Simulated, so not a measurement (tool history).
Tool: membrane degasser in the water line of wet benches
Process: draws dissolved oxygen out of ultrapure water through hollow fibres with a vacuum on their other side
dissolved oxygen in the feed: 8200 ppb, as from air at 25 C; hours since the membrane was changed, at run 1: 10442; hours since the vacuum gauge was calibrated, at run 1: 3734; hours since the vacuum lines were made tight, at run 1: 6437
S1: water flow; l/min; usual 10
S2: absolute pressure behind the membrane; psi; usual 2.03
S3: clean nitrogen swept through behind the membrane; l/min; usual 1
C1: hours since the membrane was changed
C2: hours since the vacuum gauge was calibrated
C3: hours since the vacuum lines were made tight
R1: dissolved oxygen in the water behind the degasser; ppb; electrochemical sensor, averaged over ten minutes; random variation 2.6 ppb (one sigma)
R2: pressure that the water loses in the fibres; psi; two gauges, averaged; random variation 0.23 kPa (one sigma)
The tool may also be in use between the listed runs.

Run 1, day 0: usual settings; C1 10442; C2 3734; C3 6437. Result: R1 292.1 ppb, R2 9.301 psi.
Run 2, day 9.392: usual settings but S3 0.91 l/min; C1 10668; C2 3959; C3 6662. Result: R1 316.6 ppb, R2 9.268 psi.
Run 3, day 18.6: usual settings but S3 0.91 l/min; C1 10889; C2 4180; C3 6883. Result: R1 313.5 ppb, R2 9.317 psi.
Run 4, day 26.104: usual settings but S3 0.91 l/min; C1 11069; C2 4360; C3 7063. Result: R1 314.4 ppb, R2 9.28 psi.
Run 5, day 32.429: usual settings; C1 11220; C2 4512; C3 7215. Result: R1 294.6 ppb, R2 9.298 psi.
Run 6, day 44.462: usual settings; C1 11509; C2 4801; C3 7504. Result: R1 294.4 ppb, R2 9.38 psi.
Run 7, day 53.058: usual settings; C1 11716; C2 5007; C3 7710. Result: R1 301.6 ppb, R2 9.33 psi.
At day 59.317: vacuum gauge calibrated.
Run 8, day 61.15: usual settings; C1 11909; C2 44; C3 7904. Result: R1 300.2 ppb, R2 9.42 psi.
Run 9, day 69.6: usual settings; C1 12112; C2 247; C3 8107. Result: R1 301.3 ppb, R2 9.438 psi.
Run 10, day 80.788: usual settings; C1 12381; C2 515; C3 8375. Result: R1 299.6 ppb, R2 9.414 psi.
Run 11, day 86.462: usual settings but S1 14 l/min; C1 12517; C2 651; C3 8511. Result: R1 445.1 ppb, R2 13.171 psi.
Run 12, day 91.642: usual settings but S1 14 l/min; C1 12641; C2 776; C3 8636. Result: R1 449.7 ppb, R2 13.203 psi.
Run 13, day 96.65: usual settings but S1 14 l/min, S2 1.78 psi; C1 12761; C2 896; C3 8756. Result: R1 386.6 ppb, R2 13.223 psi.
Run 14, day 101.979: usual settings but S1 14 l/min, S2 1.78 psi; C1 12889; C2 1024; C3 8884. Result: R1 397.3 ppb, R2 13.269 psi.
Run 15, day 108.296: usual settings but S1 14 l/min, S2 1.78 psi; C1 13041; C2 1175; C3 9035. Result: R1 396.5 ppb, R2 13.293 psi.
At day 112.954: seals of the vacuum lines changed.
Run 16, day 115.796: usual settings but S1 14 l/min, S2 1.78 psi; C1 13219; C2 1353; C3 68. Result: R1 379.3 ppb, R2 13.348 psi.
At day 118.833: vacuum gauge calibrated, once more.
Run 17, day 122.238: usual settings but S1 14 l/min, S2 1.78 psi; C1 13373; C2 82; C3 222. Result: R1 359.9 ppb, R2 13.284 psi.
Run 18, day 127.567: usual settings but S1 14 l/min, S3 0.45 l/min; C1 13501; C2 210; C3 350. Result: R1 725.8 ppb, R2 13.22 psi.
Run 19, day 136.508: usual settings but S1 12 l/min, S3 1.54 l/min; C1 13715; C2 424; C3 565. Result: R1 243 ppb, R2 11.377 psi.
Run 20, day 148.542: usual settings but S1 7 l/min, S3 1.54 l/min; C1 14004; C2 713; C3 854. Result: R1 127.2 ppb, R2 6.688 psi.
Run 21, day 157.492: usual settings but S3 1.25 l/min; C1 14219; C2 928; C3 1068. Result: R1 234.6 ppb, R2 9.523 psi.
At day 162: membrane cartridge changed.
Run 22, day 163.55: usual settings but S3 1.25 l/min; C1 37; C2 1069; C3 1210. Result: R1 220.1 ppb, R2 8.492 psi.
Run 23, day 172.15: usual settings but S1 8 l/min, S2 3.74 psi, S3 2.72 l/min; C1 244; C2 1276; C3 1416. Result: R1 170.7 ppb, R2 6.825 psi.
Run 24, day 182.162: usual settings but S1 8 l/min, S2 3.74 psi, S3 2.72 l/min; C1 484; C2 1516; C3 1656. Result: R1 169.9 ppb, R2 6.843 psi.
Run 25, day 187.346: usual settings but S3 1.06 l/min; C1 608; C2 1640; C3 1781. Result: R1 257.1 ppb, R2 8.493 psi.
Run 26, day 196.854: usual settings but S3 1.06 l/min; C1 837; C2 1869; C3 2009. Result: R1 257.5 ppb, R2 8.528 psi.
Run 27, day 206.162: usual settings but S1 15 l/min, S3 0.72 l/min; C1 1060; C2 2092; C3 2232. Result: R1 543.1 ppb, R2 12.865 psi.
Run 28, day 213.617: usual settings but S1 7 l/min, S2 4.67 psi, S3 1.38 l/min; C1 1239; C2 2271; C3 2411. Result: R1 363.9 ppb, R2 6.025 psi.
Run 29, day 220.292: usual settings but S1 7 l/min, S2 4.67 psi, S3 1.38 l/min; C1 1399; C2 2431; C3 2572. Result: R1 365.2 ppb, R2 5.99 psi.
Run 30, day 227.346: usual settings but S2 1.42 psi, S3 0.74 l/min; C1 1568; C2 2600; C3 2741. Result: R1 223.9 ppb, R2 8.575 psi.
Run 31, day 237.379: usual settings but S1 13 l/min, S2 4.19 psi, S3 0.97 l/min; C1 1809; C2 2841; C3 2982. Result: R1 775.6 ppb, R2 11.178 psi.
Run 32, day 248.717: usual settings but S1 8 l/min, S3 0.8 l/min; C1 2081; C2 3113; C3 3254. Result: R1 264.4 ppb, R2 6.881 psi.

Some steps in R1 between neighbouring runs. How much of each would the tool show without its hidden state too (settings, what came in, random variation), and how much is left for the hidden state, with any gauge scatter that isn't in both results?
The hidden state here: membrane still open, %; true pressure behind the membrane over the reading, kPa; air that leaks in behind the membrane, l/min; drift of the gauge itself on oxygen_ppb, %; drift of the gauge itself on loss_of_pressure_kpa, %.
Run 10 -> 11: S1 10 -> 14. R1 +145.5 ppb: hidden state +20.4, all else +125.1.
Run 16 -> 17: vacuum gauge calibrated, once more. R1 -19.4 ppb: hidden state -16.3, all else -3.1.
Run 18 -> 19: S1 14 -> 12, S3 0.45 -> 1.54. R1 -482.8 ppb: hidden state -7.4, all else -475.4.
Run 19 -> 20: S1 12 -> 7. R1 -115.8 ppb: hidden state -17.9, all else -97.9.
Run 30 -> 31: S1 10 -> 13, S2 1.42 -> 4.19, S3 0.74 -> 0.97. R1 +551.7 ppb: hidden state +10.3, all else +541.4.
Run 31 -> 32: S1 13 -> 8, S2 4.19 -> 2.03, S3 0.97 -> 0.8. R1 -511.2 ppb: hidden state -6.7, all else -504.5.

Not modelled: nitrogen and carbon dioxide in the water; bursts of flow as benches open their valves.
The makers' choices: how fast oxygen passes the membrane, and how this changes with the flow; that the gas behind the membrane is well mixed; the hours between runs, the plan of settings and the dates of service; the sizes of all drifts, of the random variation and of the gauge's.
